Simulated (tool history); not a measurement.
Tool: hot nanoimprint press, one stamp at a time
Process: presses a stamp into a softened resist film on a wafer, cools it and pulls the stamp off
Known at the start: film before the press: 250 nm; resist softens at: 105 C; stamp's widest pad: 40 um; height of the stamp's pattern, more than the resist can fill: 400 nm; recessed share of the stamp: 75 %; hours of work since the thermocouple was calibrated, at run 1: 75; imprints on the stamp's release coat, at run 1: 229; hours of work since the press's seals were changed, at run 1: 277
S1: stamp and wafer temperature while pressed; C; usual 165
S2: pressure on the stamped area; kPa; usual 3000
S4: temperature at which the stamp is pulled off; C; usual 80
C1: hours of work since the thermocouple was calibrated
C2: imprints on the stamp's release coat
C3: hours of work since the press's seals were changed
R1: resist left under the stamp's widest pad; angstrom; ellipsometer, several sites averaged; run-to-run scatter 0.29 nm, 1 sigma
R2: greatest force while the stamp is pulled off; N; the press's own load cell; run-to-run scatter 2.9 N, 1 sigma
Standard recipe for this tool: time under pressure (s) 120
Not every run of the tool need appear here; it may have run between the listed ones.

{"run": 1, "hour": 0.0, "S1": 165, "S2": 3000, "time under pressure (s)": 120, "S4": 80, "C1": 75, "C2": 229, "C3": 277, "R1": 999, "R2": 180}
{"run": 2, "hour": 12.5, "S1": 165, "S2": 3000, "time under pressure (s)": 120, "S4": 80, "C1": 80, "C2": 258, "C3": 283, "R1": 998, "R2": 189}
{"run": 3, "hour": 35.5, "S1": 165, "S2": 3000, "time under pressure (s)": 120, "S4": 80, "C1": 90, "C2": 311, "C3": 292, "R1": 1000, "R2": 196}
{"run": 4, "hour": 46.9, "S1": 165, "S2": 3000, "time under pressure (s)": 120, "S4": 80, "C1": 95, "C2": 337, "C3": 297, "R1": 1000, "R2": 192}
{"run": 5, "hour": 69.6, "S1": 165, "S2": 3000, "time under pressure (s)": 120, "S4": 80, "C1": 104, "C2": 389, "C3": 307, "R1": 1001, "R2": 191}
{"run": 6, "hour": 85.7, "S1": 165, "S2": 3000, "time under pressure (s)": 86, "S4": 80, "C1": 111, "C2": 426, "C3": 314, "R1": 1129, "R2": 196}
{"run": 7, "hour": 98.2, "S1": 165, "S2": 3000, "time under pressure (s)": 120, "S4": 66, "C1": 117, "C2": 455, "C3": 319, "R1": 1005, "R2": 272}
{"run": 8, "hour": 115.3, "S1": 157, "S2": 3000, "time under pressure (s)": 120, "S4": 66, "C1": 124, "C2": 494, "C3": 326, "R1": 1295, "R2": 272}
{"run": 9, "hour": 127.9, "S1": 165, "S2": 3000, "time under pressure (s)": 120, "S4": 83, "C1": 129, "C2": 523, "C3": 331, "R1": 1003, "R2": 175}
{"run": 10, "hour": 149.4, "S1": 165, "S2": 3000, "time under pressure (s)": 120, "S4": 83, "C1": 138, "C2": 573, "C3": 341, "R1": 1007, "R2": 181}
{"run": 11, "hour": 167.9, "S1": 165, "S2": 3000, "time under pressure (s)": 120, "S4": 83, "C1": 146, "C2": 615, "C3": 348, "R1": 1008, "R2": 185}
{"run": 12, "hour": 191.1, "S1": 165, "S2": 3000, "time under pressure (s)": 120, "S4": 86, "C1": 156, "C2": 668, "C3": 358, "R1": 1009, "R2": 167}
{"run": 13, "hour": 209.3, "S1": 165, "S2": 3000, "time under pressure (s)": 65, "S4": 80, "C1": 164, "C2": 710, "C3": 366, "R1": 1246, "R2": 207}
{"run": 14, "hour": 223.0, "S1": 165, "S2": 3000, "time under pressure (s)": 65, "S4": 80, "C1": 169, "C2": 742, "C3": 372, "R1": 1239, "R2": 206}
{"run": 15, "hour": 237.2, "S1": 165, "S2": 3000, "time under pressure (s)": 65, "S4": 80, "C1": 175, "C2": 774, "C3": 378, "R1": 1249, "R2": 203}
{"run": 16, "hour": 255.9, "S1": 165, "S2": 1890, "time under pressure (s)": 65, "S4": 79, "C1": 183, "C2": 817, "C3": 386, "R1": 1538, "R2": 204}
{"hour": 261.3, "done": "plate thermocouple calibrated"}
{"run": 17, "hour": 279.9, "S1": 165, "S2": 3000, "time under pressure (s)": 163, "S4": 80, "C1": 8, "C2": 866, "C3": 395, "R1": 914, "R2": 211}
{"run": 18, "hour": 307.5, "S1": 158, "S2": 3000, "time under pressure (s)": 62, "S4": 80, "C1": 20, "C2": 929, "C3": 406, "R1": 1560, "R2": 211}
{"run": 19, "hour": 323.5, "S1": 158, "S2": 3000, "time under pressure (s)": 233, "S4": 78, "C1": 26, "C2": 966, "C3": 413, "R1": 1014, "R2": 220}
{"run": 20, "hour": 342.0, "S1": 158, "S2": 3000, "time under pressure (s)": 233, "S4": 83, "C1": 34, "C2": 1008, "C3": 421, "R1": 1019, "R2": 194}

Run 21, settings as shown, results not yet in. Your forecast:
{"run": 21, "hour": 353.8, "S1": 154, "S2": 2880, "time under pressure (s)": 70, "S4": 67, "C1": 39, "C2": 1035, "C3": 426, "R1": "?", "R2": "?"}

{"run 21": {"R1": 1707, "R2": 290}}
Were there no unlogged condition in the tool, this run, its random variation unchanged, would have produced R1 1653 angstrom, R2 246 N.
